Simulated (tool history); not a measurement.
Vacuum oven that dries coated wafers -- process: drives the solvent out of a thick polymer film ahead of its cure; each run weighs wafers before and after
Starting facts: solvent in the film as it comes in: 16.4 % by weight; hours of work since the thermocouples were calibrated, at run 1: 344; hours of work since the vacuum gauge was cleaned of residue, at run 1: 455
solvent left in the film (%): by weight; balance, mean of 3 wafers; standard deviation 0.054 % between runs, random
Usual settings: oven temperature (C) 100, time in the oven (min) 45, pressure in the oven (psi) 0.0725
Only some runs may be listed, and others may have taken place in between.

run,day,oven temperature (C),time in the oven (min),pressure in the oven (psi),hours of work since the thermocouples were calibrated,hours of work since the vacuum gauge was cleaned of residue,solvent left in the film (%)
1,0.000,100,45,0.0725,344,455,2.44
2,0.558,100,45,0.0725,350,461,2.36
3,1.133,100,45,0.0725,357,468,2.42
4,2.362,100,45,0.0725,371,482,2.39
5,3.646,100,45,0.0725,386,497,2.41
6,4.433,100,53,0.0725,395,507,1.98
7,5.442,100,36,0.0725,407,518,3.24
8,6.383,100,36,0.0725,418,529,3.33
9,7.579,100,36,0.0725,432,543,3.26
10,8.579,100,36,0.0725,443,555,3.26
11,9.900,100,36,0.0725,459,570,3.29
12,10.817,100,45,0.0725,470,581,2.52
13,11.371,100,45,0.0725,476,587,2.35
14,12.208,100,45,0.0725,486,597,2.44
15,13.404,100,45,0.0725,500,611,2.62
16,14.612,100,45,0.0725,514,625,2.53
17,15.442,89,45,0.0725,523,635,4.84
18,16.321,89,45,0.0725,534,645,4.88
19,17.183,100,45,0.0725,544,655,2.43
20,18.058,100,45,0.0725,554,665,2.53
21,18.925,100,22,0.0725,564,675,5.50
22,19.658,110,45,0.0725,573,684,1.23
23,20.712,100,45,0.0725,585,696,2.61
24,21.625,100,31,0.0725,596,707,4.14
25,22.558,114,51,0.0566,606,718,0.68
26,23.821,87,48,0.0566,621,732,5.10
27,24.625,86,67,0.0566,630,742,3.74
28,25.962,86,67,0.0566,646,757,3.88
29,26.917,94,45,0.0380,657,768,3.60
30,27.971,88,24,0.1830,669,781,8.72
31,28.892,114,45,0.0403,680,792,0.83
32,29.442,87,45,0.2598,687,798,7.02
33,30.767,89,26,0.2814,702,813,8.75
34,31.862,89,26,0.2814,715,826,8.69
35,32.488,105,49,0.0658,722,833,1.61
36,33.133,100,25,0.0567,730,841,5.10
37,33.954,100,25,0.2709,739,851,6.14
38,34.992,103,70,0.0444,751,863,1.09
39,36.217,89,35,0.1054,766,877,6.31
40,36.771,94,25,0.0521,772,883,6.33
41,37.742,94,25,0.0521,783,895,6.35
42,38.496,100,26,0.2818,792,903,6.08
43,39.325,89,38,0.0725,802,913,5.62
44,40.579,114,33,0.1590,816,928,1.93
45,41.583,114,33,0.1590,828,939,1.95
46,42.692,114,33,0.1590,841,952,1.99

What if the next run were any one of these 5? Each begins from the tool's condition after run 46:
A,43.292,114,44,0.1590,848,959,?
B,43.292,100,29,0.0806,848,959,?
C,43.292,114,33,0.1123,848,959,?
D,43.292,91,33,0.1590,848,959,?
E,43.292,92,33,0.1804,848,959,?

run,solvent left in the film (%)
A,1.35
B,4.61
C,1.84
D,6.60
E,6.50
Take away the tool's hidden state, keep each run's random variation, and the runs would have read:
run,solvent left in the film (%)
A,0.96
B,3.96
C,1.41
D,5.82
E,5.72

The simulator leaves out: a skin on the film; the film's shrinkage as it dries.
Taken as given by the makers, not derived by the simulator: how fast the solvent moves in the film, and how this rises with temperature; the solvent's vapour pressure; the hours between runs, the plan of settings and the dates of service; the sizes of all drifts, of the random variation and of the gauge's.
